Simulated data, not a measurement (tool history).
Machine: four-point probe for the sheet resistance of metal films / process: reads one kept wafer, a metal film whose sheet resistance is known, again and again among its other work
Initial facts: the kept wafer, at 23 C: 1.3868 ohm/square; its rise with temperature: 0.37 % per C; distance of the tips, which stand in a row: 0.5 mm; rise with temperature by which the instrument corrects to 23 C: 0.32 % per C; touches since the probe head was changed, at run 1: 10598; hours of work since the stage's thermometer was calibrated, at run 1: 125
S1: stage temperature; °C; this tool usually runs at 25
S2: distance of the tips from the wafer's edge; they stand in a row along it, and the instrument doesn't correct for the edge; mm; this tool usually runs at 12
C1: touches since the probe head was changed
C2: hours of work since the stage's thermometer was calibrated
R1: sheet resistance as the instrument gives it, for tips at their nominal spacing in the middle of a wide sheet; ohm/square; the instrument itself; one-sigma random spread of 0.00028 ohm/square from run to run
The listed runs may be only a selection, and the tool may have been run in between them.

run   hour  S1  S2     C1   C2        R1
  1      0  25  12  10598  125  1.393916
  2   50.2  25  12  11581  160  1.393434
  3    114  23  12  12829  204  1.392961
  4  158.7  23  12  13705  234  1.393285
  5  236.8  23  12  15234  288   1.39349
  6  282.7  23  12  16132  320  1.393485
  7  352.9  21  12  17506  368  1.392558
  8  403.9  21  12  18506  403  1.393069
  9  475.9  21  12  19914  452  1.393744
 10  553.1  21  12  21426  506  1.394175
 11  633.3  24  12  22996  561   1.39657
 12  691.3  24  63  24132  601  1.395749

Run 13 comes next. What will it give?
     696.5  -- stage's thermometer calibrated
 13  767.6  24  63  25616  49   ?

R1: 1.39658 ohm/square
Were there no unlogged condition in the tool, this run, its random variation unchanged, would have produced R1 1.387779 ohm/square.
